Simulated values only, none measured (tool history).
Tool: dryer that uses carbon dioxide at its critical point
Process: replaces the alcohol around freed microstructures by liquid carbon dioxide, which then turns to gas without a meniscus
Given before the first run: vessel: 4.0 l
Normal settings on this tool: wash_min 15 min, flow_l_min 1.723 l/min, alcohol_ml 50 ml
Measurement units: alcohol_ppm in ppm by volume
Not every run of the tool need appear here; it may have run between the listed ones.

| run | day | wash_min | flow_l_min | alcohol_ml | alcohol_ppm |
|---|---|---|---|---|---|
| 1 | 0 | 15 | 1.723 | 50 | 62 |
| 2 | 0.329 | 15 | 1.723 | 50 | 48 |
| 3 | 0.662 | 15 | 1.723 | 50 | 63 |
| 4 | 0.904 | 15 | 1.723 | 50 | 63 |
| 5 | 1.162 | 15 | 1.723 | 50 | 64 |
| 6 | 1.696 | 15 | 1.723 | 50 | 62 |
| 7 | 2.188 | 15 | 1.723 | 50 | 59 |
| 8 | 2.442 | 15 | 1.723 | 50 | 66 |
| 9 | 2.754 | 15 | 1.723 | 23 | 40 |
| 10 | 3.012 | 15 | 1.723 | 31 | 39 |
| 11 | 3.429 | 15 | 1.723 | 31 | 43 |
| 12 | 3.738 | 15 | 1.26 | 50 | 217 |
| 13 | 4.154 | 17 | 1.26 | 50 | 133 |
| 14 | 4.633 | 15 | 1.723 | 94 | 107 |
| 15 | 4.862 | 15 | 1.723 | 94 | 118 |
| 16 | 5.192 | 15 | 1.723 | 94 | 121 |
| 17 | 5.717 | 20 | 1.723 | 50 | 24 |
| 18 | 6.121 | 20 | 1.723 | 50 | 34 |
| 19 | 6.454 | 20 | 1.723 | 50 | 26 |
| 20 | 6.75 | 12 | 1.31 | 47 | 444 |
| 21 | 7.2 | 12 | 1.5 | 40 | 248 |
| 22 | 7.662 | 15 | 1.5 | 40 | 118 |
| 23 | 8.058 | 15 | 1.5 | 40 | 112 |
| 24 | 8.404 | 15 | 1.5 | 40 | 123 |
| 25 | 8.642 | 10 | 2.88 | 24 | 37 |
| 26 | 8.954 | 22 | 1.61 | 109 | 45 |
| 27 | 9.454 | 15 | 1.723 | 49 | 91 |
| 28 | 9.762 | 15 | 1.5 | 50 | 145 |
| 29 | 10.133 | 17 | 1.5 | 22 | 54 |
| 30 | 10.492 | 12 | 1.35 | 22 | 218 |
| 31 | 10.746 | 12 | 1.35 | 22 | 218 |
| 32 | 11.262 | 16 | 1.35 | 62 | 215 |
| 33 | 11.683 | 11 | 1.4 | 80 | 855 |
| 34 | 12.033 | 21 | 2.07 | 50 | 25 |

What if the next run were any one of these 3? Each begins from the tool's condition after run 34:
| A | 12.312 | 21 | 2.07 | 98 | ? |
| B | 12.312 | 18 | 2.07 | 71 | ? |
| C | 12.312 | 11 | 1.723 | 41 | ? |

| run | alcohol_ppm |
|---|---|
| A | 29 |
| B | 35 |
| C | 247 |
Take away the tool's hidden state, keep each run's random variation, and the runs would have read:
| run | alcohol_ppm |
|---|---|
| A | 4 |
| B | 6 |
| C | 136 |
